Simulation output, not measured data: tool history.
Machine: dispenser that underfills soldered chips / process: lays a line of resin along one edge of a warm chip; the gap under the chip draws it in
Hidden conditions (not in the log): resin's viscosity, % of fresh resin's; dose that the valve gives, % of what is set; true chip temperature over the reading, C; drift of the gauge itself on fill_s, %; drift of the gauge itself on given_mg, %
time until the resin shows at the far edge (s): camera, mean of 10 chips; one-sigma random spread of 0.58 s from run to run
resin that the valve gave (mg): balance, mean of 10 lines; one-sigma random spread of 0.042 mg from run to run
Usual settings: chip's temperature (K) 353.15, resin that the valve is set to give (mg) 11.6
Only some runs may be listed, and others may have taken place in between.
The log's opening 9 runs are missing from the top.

run     day  chip's temperature (K)  resin that the valve is set to give (mg)  hours of work since the syringe was changed  hours of work since the valve was cleaned  hours of work since the stage was calibrated  time until the resin shows at the far edge (s)  resin that the valve gave (mg)
      3.775  -- new syringe of resin
 10   3.854                  353.15                                      14.2                                            1                                         46                                           337                                            50.3                           13.64
      4.179  -- stage's temperature calibrated
      4.258  -- new syringe of resin
      4.300  -- dispensing valve cleaned and set on the balance
 11   4.467                  353.15                                      11.6                                            3                                          3                                             4                                            56.9                           11.58
      4.750  -- new syringe of resin
 12   4.904                  353.15                                      11.6                                            3                                         11                                            12                                            56.6                           11.51
      5.179  -- new syringe of resin
 13   5.479                  353.15                                      11.6                                            5                                         21                                            22                                            62.7                           11.36
      5.625  -- new syringe of resin
 14   5.992                  353.15                                      11.6                                            7                                         30                                            31                                            64.4                           11.41
      6.071  -- new syringe of resin
 15   6.421                  353.15                                      11.6                                            6                                         37                                            38                                            63.2                           11.21
      6.538  -- new syringe of resin
      6.996  -- new syringe of resin
 16   6.996                  353.15                                      11.6                                            0                                         47                                            48                                            48.8                           11.07
 17   7.271                  353.15                                      11.6                                            5                                         52                                            53                                            60.9                           11.21
      7.362  -- dispensing valve cleaned and set on the balance
      7.500  -- new syringe of resin
 18   7.604                  353.15                                      13.1                                            2                                          4                                            58                                            53.6                           12.92
      7.942  -- new syringe of resin
 19   8.004                  356.15                                      13.1                                            1                                         11                                            65                                            46.7                           12.99
      8.379  -- new syringe of resin
 20   8.504                  354.15                                      12.8                                            2                                         20                                            74                                            51.2                           12.52
      8.812  -- new syringe of resin
 21   9.017                  341.15                                      12.0                                            4                                         29                                            83                                            88.5                           11.65
      9.254  -- new syringe of resin
 22   9.304                  361.15                                      12.0                                            1                                         34                                            88                                            39.0                           11.59
 23   9.567                  361.15                                      12.0                                            6                                         38                                            92                                            47.5                           11.49
      9.700  -- new syringe of resin
 24   9.983                  361.15                                      14.6                                            5                                         46                                           100                                            45.1                           13.99
     10.129  -- new syringe of resin
 25  10.238                  361.15                                      14.6                                            2                                         50                                           104                                            38.9                           13.96
     10.412  -- dispensing valve cleaned and set on the balance
     10.604  -- new syringe of resin
 26  10.800                  361.15                                      12.9                                            4                                          7                                           113                                            43.3                           12.79
     11.050  -- new syringe of resin
 27  11.108                  350.15                                      11.6                                            1                                         12                                           119                                            57.2                           11.47
     11.504  -- new syringe of resin
 28  11.542                  350.15                                      11.6                                            1                                         20                                           126                                            54.6                           11.43
     11.950  -- new syringe of resin
 29  11.967                  350.15                                      11.6                                            0                                         27                                           134                                            53.9                           11.36
     12.383  -- new syringe of resin
 30  12.533                  353.15                                      15.1                                            3                                         37                                           143                                            52.9                           14.56
     12.821  -- new syringe of resin
 31  12.921                  364.15                                      14.1                                            2                                         44                                           150                                            35.6                           13.57
     13.258  -- new syringe of resin
 32  13.379                  364.15                                      14.1                                            2                                         52                                           158                                            36.2                           13.37
     13.450  -- dispensing valve cleaned and set on the balance
 33  13.696                  339.15                                      10.2                                            7                                          4                                           163                                           112.8                           10.13
     13.733  -- new syringe of resin
 34  13.996                  341.15                                      14.2                                            5                                         10                                           168                                            89.4                           14.03

What if the next run were any one of these 4? Each begins from the tool's condition after run 34:
     14.196  -- new syringe of resin
  A  14.467                  346.15                                      10.4                                            5                                         18                                           176                                               ?                               ?
     14.196  -- new syringe of resin
  B  14.467                  361.15                                      10.5                                            5                                         18                                           176                                               ?                               ?
     14.196  -- new syringe of resin
  C  14.467                  353.15                                      14.7                                            5                                         18                                           176                                               ?                               ?
     14.196  -- new syringe of resin
  D  14.467                  364.15                                      13.2                                            5                                         18                                           176                                               ?                               ?

run  time until the resin shows at the far edge (s)  resin that the valve gave (mg)
  A                                            75.8                           10.20
  B                                            45.0                           10.26
  C                                            56.0                           14.52
  D                                            39.6                           13.06
What these runs would have given with no unlogged condition in the tool:
run  time until the resin shows at the far edge (s)  resin that the valve gave (mg)
  A                                            64.7                           10.35
  B                                            38.4                           10.41
  C                                            48.0                           14.74
  D                                            33.9                           13.26

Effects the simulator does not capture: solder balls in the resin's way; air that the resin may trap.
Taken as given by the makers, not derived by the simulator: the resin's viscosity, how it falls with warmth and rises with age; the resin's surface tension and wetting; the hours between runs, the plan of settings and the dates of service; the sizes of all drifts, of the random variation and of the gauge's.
